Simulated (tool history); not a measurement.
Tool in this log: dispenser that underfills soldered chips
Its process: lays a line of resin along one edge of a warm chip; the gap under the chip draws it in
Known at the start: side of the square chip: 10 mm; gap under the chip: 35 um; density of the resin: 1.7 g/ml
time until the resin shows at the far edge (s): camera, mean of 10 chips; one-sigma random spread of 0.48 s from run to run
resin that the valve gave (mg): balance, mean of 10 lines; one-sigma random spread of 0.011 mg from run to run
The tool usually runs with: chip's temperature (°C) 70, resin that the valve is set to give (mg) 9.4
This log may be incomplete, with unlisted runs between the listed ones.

run	hour	chip's temperature (°C)	resin that the valve is set to give (mg)	time until the resin shows at the far edge (s)	resin that the valve gave (mg)
1	0	70	9.4	46.1	9.35
2	4.5	70	9.4	55.9	9.34
3	8.6	70	9.4	69.5	9.32
# hour 10.6: new syringe of resin
4	11	55	9.4	74.7	9.34
5	13.6	55	9.4	83.8	9.33
6	17.4	55	9.4	101.2	9.31
7	22	55	9.4	126.9	9.31
# hour 25.1: new syringe of resin
8	25.3	75	9.4	29.6	9.28
9	27.4	70	9.4	41.2	9.3
10	31.6	67	9.4	57	9.28
11	34.5	67	9.4	66.5	9.27
12	38.9	70	8.87	71	8.75
# hour 39.8: new syringe of resin
13	43.4	70	8.87	45	8.72
# hour 44.7: dispensing valve cleaned and set on the balance
14	47.4	70	8.87	50.3	8.88
15	50.3	74	10.21	47.4	10.19
16	52.5	74	10.21	53.3	10.18
# hour 55.5: new syringe of resin
17	56.3	62	9.4	55.3	9.37
18	61	62	9.4	66.8	9.36
19	65.4	79	10.91	39	10.86
20	67.4	77	9.7	47.1	9.66
# hour 70.5: new syringe of resin
21	71.9	61	10.56	59.8	10.49
22	74	61	10.56	65.3	10.49
23	78.8	61	10.56	83.9	10.48
24	80.9	80	9.4	38.7	9.3

A few steps of time until the resin shows at the far edge (s) between consecutive runs. Split each: what settings, incoming material and random variation would produce without the hidden state, and what is left over for the hidden state, along with gauge scatter present in only one of the two compared results (measured, and without hidden state):
Hidden conditions of the tool in this case: resin's viscosity, % of fresh resin's; dose that the valve gives, % of what is set; true chip temperature over the reading, C; drift of the gauge itself on fill_s, %; drift of the gauge itself on given_mg, %.
Run 3 -> 4: chip's temperature (°C) 70 -> 55, new syringe of resin. time until the resin shows at the far edge (s) +5.2: hidden state -31.2, all else +36.4.
Run 7 -> 8: chip's temperature (°C) 55 -> 75, new syringe of resin. time until the resin shows at the far edge (s) -97.3: hidden state -51.1, all else -46.2.
Run 23 -> 24: chip's temperature (°C) 61 -> 80, resin that the valve is set to give (mg) 10.56 -> 9.4. time until the resin shows at the far edge (s) -45.2: hidden state -11.9, all else -33.3.
